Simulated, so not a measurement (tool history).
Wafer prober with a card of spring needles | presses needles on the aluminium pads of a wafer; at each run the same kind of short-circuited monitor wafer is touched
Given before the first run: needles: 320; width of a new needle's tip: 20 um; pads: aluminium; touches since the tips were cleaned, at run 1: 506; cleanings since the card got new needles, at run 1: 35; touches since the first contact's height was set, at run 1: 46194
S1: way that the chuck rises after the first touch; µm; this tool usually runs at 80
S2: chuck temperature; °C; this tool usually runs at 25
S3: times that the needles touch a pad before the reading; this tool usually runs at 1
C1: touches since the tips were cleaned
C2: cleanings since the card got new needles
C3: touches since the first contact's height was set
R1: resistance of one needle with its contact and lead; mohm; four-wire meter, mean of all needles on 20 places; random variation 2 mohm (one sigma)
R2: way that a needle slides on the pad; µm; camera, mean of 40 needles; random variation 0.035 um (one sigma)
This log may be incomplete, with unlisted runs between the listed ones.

{"run": 1, "hour": 0.0, "S1": 80, "S2": 25, "S3": 1, "C1": 506, "C2": 35, "C3": 46194, "R1": 221, "R2": 11.76}
{"hour": 21.9, "done": "tips cleaned on abrasive film"}
{"run": 2, "hour": 23.2, "S1": 80, "S2": 25, "S3": 1, "C1": 331, "C2": 36, "C3": 52279, "R1": 222, "R2": 11.76}
{"hour": 44.5, "done": "tips cleaned on abrasive film"}
{"run": 3, "hour": 58.7, "S1": 80, "S2": 25, "S3": 1, "C1": 3748, "C2": 37, "C3": 61644, "R1": 221, "R2": 11.84}
{"hour": 67.3, "done": "tips cleaned on abrasive film"}
{"hour": 90.7, "done": "tips cleaned on abrasive film"}
{"run": 4, "hour": 99.3, "S1": 80, "S2": 25, "S3": 1, "C1": 2267, "C2": 39, "C3": 72304, "R1": 221, "R2": 11.81}
{"hour": 116.4, "done": "tips cleaned on abrasive film"}
{"run": 5, "hour": 125.3, "S1": 80, "S2": 25, "S3": 1, "C1": 2354, "C2": 40, "C3": 79128, "R1": 219, "R2": 11.77}
{"hour": 140.0, "done": "tips cleaned on abrasive film"}
{"hour": 164.8, "done": "tips cleaned on abrasive film"}
{"run": 6, "hour": 168.3, "S1": 80, "S2": 25, "S3": 1, "C1": 930, "C2": 42, "C3": 90425, "R1": 220, "R2": 11.84}
{"hour": 189.6, "done": "tips cleaned on abrasive film"}
{"run": 7, "hour": 205.1, "S1": 80, "S2": 25, "S3": 1, "C1": 4109, "C2": 43, "C3": 100130, "R1": 223, "R2": 11.73}
{"hour": 213.9, "done": "tips cleaned on abrasive film"}
{"hour": 238.3, "done": "tips cleaned on abrasive film"}
{"run": 8, "hour": 241.1, "S1": 80, "S2": 25, "S3": 1, "C1": 756, "C2": 45, "C3": 109572, "R1": 218, "R2": 11.72}
{"hour": 261.1, "done": "tips cleaned on abrasive film"}
{"run": 9, "hour": 261.1, "S1": 80, "S2": 25, "S3": 1, "C1": 0, "C2": 46, "C3": 114807, "R1": 222, "R2": 11.79}
{"hour": 285.0, "done": "tips cleaned on abrasive film"}
{"run": 10, "hour": 285.4, "S1": 67, "S2": 25, "S3": 1, "C1": 95, "C2": 47, "C3": 121205, "R1": 224, "R2": 9.88}
{"hour": 308.2, "done": "tips cleaned on abrasive film"}
{"run": 11, "hour": 308.2, "S1": 67, "S2": 25, "S3": 1, "C1": 0, "C2": 48, "C3": 127206, "R1": 223, "R2": 9.81}
{"hour": 330.7, "done": "tips cleaned on abrasive film"}
{"run": 12, "hour": 332.1, "S1": 67, "S2": 25, "S3": 1, "C1": 372, "C2": 49, "C3": 133476, "R1": 223, "R2": 9.84}
{"hour": 354.0, "done": "tips cleaned on abrasive film"}
{"run": 13, "hour": 375.3, "S1": 74, "S2": 25, "S3": 1, "C1": 5621, "C2": 50, "C3": 144854, "R1": 223, "R2": 10.87}
{"hour": 378.1, "done": "tips cleaned on abrasive film"}
{"run": 14, "hour": 393.3, "S1": 74, "S2": 25, "S3": 1, "C1": 4011, "C2": 51, "C3": 149572, "R1": 219, "R2": 10.9}
{"hour": 401.0, "done": "tips cleaned on abrasive film"}
{"run": 15, "hour": 413.0, "S1": 74, "S2": 25, "S3": 1, "C1": 3173, "C2": 52, "C3": 154754, "R1": 225, "R2": 10.93}
{"hour": 424.0, "done": "tips cleaned on abrasive film"}
{"hour": 448.0, "done": "tips cleaned on abrasive film"}
{"run": 16, "hour": 452.2, "S1": 80, "S2": 59, "S3": 1, "C1": 1107, "C2": 54, "C3": 165047, "R1": 227, "R2": 11.81}
{"hour": 470.9, "done": "tips cleaned on abrasive film"}
{"run": 17, "hour": 488.5, "S1": 62, "S2": 76, "S3": 2, "C1": 4642, "C2": 55, "C3": 174604, "R1": 242, "R2": 9.12}
{"hour": 493.6, "done": "tips cleaned on abrasive film"}
{"hour": 518.2, "done": "tips cleaned on abrasive film"}
{"run": 18, "hour": 526.2, "S1": 92, "S2": 39, "S3": 1, "C1": 2116, "C2": 57, "C3": 184504, "R1": 224, "R2": 13.51}
{"hour": 541.1, "done": "tips cleaned on abrasive film"}
{"run": 19, "hour": 556.1, "S1": 80, "S2": 25, "S3": 1, "C1": 3943, "C2": 58, "C3": 192350, "R1": 221, "R2": 11.76}
{"hour": 564.0, "done": "tips cleaned on abrasive film"}
{"run": 20, "hour": 581.3, "S1": 80, "S2": 25, "S3": 1, "C1": 4564, "C2": 59, "C3": 198995, "R1": 220, "R2": 11.82}
{"hour": 586.5, "done": "tips cleaned on abrasive film"}
{"hour": 594.7, "done": "height of the first contact set anew"}
{"hour": 610.8, "done": "tips cleaned on abrasive film"}
{"run": 21, "hour": 613.2, "S1": 81, "S2": 44, "S3": 1, "C1": 631, "C2": 61, "C3": 4845, "R1": 223, "R2": 11.97}
{"hour": 633.7, "done": "tips cleaned on abrasive film"}
{"run": 22, "hour": 633.7, "S1": 81, "S2": 44, "S3": 1, "C1": 0, "C2": 62, "C3": 10222, "R1": 222, "R2": 11.99}
{"hour": 657.6, "done": "tips cleaned on abrasive film"}
{"run": 23, "hour": 673.4, "S1": 81, "S2": 44, "S3": 1, "C1": 4174, "C2": 63, "C3": 20678, "R1": 230, "R2": 11.89}
{"hour": 681.1, "done": "tips cleaned on abrasive film"}
{"hour": 706.6, "done": "tips cleaned on abrasive film"}
{"run": 24, "hour": 716.3, "S1": 100, "S2": 27, "S3": 3, "C1": 2543, "C2": 65, "C3": 31945, "R1": 217, "R2": 14.83}
{"hour": 729.2, "done": "tips cleaned on abrasive film"}
{"run": 25, "hour": 748.8, "S1": 93, "S2": 70, "S3": 1, "C1": 5163, "C2": 66, "C3": 40498, "R1": 231, "R2": 13.74}
{"hour": 753.1, "done": "tips cleaned on abrasive film"}
{"hour": 776.3, "done": "tips cleaned on abrasive film"}
{"run": 26, "hour": 790.1, "S1": 93, "S2": 70, "S3": 1, "C1": 3642, "C2": 68, "C3": 51346, "R1": 227, "R2": 13.75}
{"hour": 798.9, "done": "tips cleaned on abrasive film"}
{"hour": 823.8, "done": "tips cleaned on abrasive film"}
{"run": 27, "hour": 826.3, "S1": 64, "S2": 74, "S3": 1, "C1": 677, "C2": 70, "C3": 60861, "R1": 232, "R2": 9.35}
{"hour": 847.1, "done": "tips cleaned on abrasive film"}
{"run": 28, "hour": 860.5, "S1": 67, "S2": 37, "S3": 1, "C1": 3546, "C2": 71, "C3": 69866, "R1": 227, "R2": 9.94}
{"hour": 871.2, "done": "tips cleaned on abrasive film"}
{"run": 29, "hour": 892.6, "S1": 69, "S2": 110, "S3": 2, "C1": 5652, "C2": 72, "C3": 78314, "R1": 244, "R2": 10.18}
{"hour": 896.7, "done": "tips cleaned on abrasive film"}
{"hour": 921.3, "done": "tips cleaned on abrasive film"}
{"run": 30, "hour": 932.5, "S1": 95, "S2": 62, "S3": 1, "C1": 2947, "C2": 74, "C3": 88770, "R1": 227, "R2": 14.01}
{"hour": 944.6, "done": "tips cleaned on abrasive film"}
{"run": 31, "hour": 959.7, "S1": 95, "S2": 62, "S3": 1, "C1": 4003, "C2": 75, "C3": 95945, "R1": 226, "R2": 13.99}

Below are 5 alternative next runs, each starting from the tool's condition after run 31. Predict each:
{"hour": 968.1, "done": "tips cleaned on abrasive film"}
{"hour": 991.1, "done": "tips cleaned on abrasive film"}
{"run": "A", "hour": 997.0, "S1": 82, "S2": 43, "S3": 2, "C1": 1562, "C2": 77, "C3": 105730, "R1": "?", "R2": "?"}
{"hour": 968.1, "done": "tips cleaned on abrasive film"}
{"hour": 991.1, "done": "tips cleaned on abrasive film"}
{"run": "B", "hour": 997.0, "S1": 95, "S2": 62, "S3": 2, "C1": 1562, "C2": 77, "C3": 105730, "R1": "?", "R2": "?"}
{"hour": 968.1, "done": "tips cleaned on abrasive film"}
{"hour": 991.1, "done": "tips cleaned on abrasive film"}
{"run": "C", "hour": 997.0, "S1": 95, "S2": 37, "S3": 2, "C1": 1562, "C2": 77, "C3": 105730, "R1": "?", "R2": "?"}
{"hour": 968.1, "done": "tips cleaned on abrasive film"}
{"hour": 991.1, "done": "tips cleaned on abrasive film"}
{"run": "D", "hour": 997.0, "S1": 65, "S2": 75, "S3": 1, "C1": 1562, "C2": 77, "C3": 105730, "R1": "?", "R2": "?"}
{"hour": 968.1, "done": "tips cleaned on abrasive film"}
{"hour": 991.1, "done": "tips cleaned on abrasive film"}
{"run": "E", "hour": 997.0, "S1": 95, "S2": 62, "S3": 1, "C1": 1562, "C2": 77, "C3": 105730, "R1": "?", "R2": "?"}

run=A R1=224 R2=12.12
run=B R1=231 R2=13.95
run=C R1=218 R2=13.97
run=D R1=235 R2=9.66
run=E R1=225 R2=14.07
What these runs would have given with no unlogged condition in the tool:
run=A R1=224 R2=12.14
run=B R1=231 R2=13.97
run=C R1=218 R2=13.99
run=D R1=234 R2=9.68
run=E R1=225 R2=14.09

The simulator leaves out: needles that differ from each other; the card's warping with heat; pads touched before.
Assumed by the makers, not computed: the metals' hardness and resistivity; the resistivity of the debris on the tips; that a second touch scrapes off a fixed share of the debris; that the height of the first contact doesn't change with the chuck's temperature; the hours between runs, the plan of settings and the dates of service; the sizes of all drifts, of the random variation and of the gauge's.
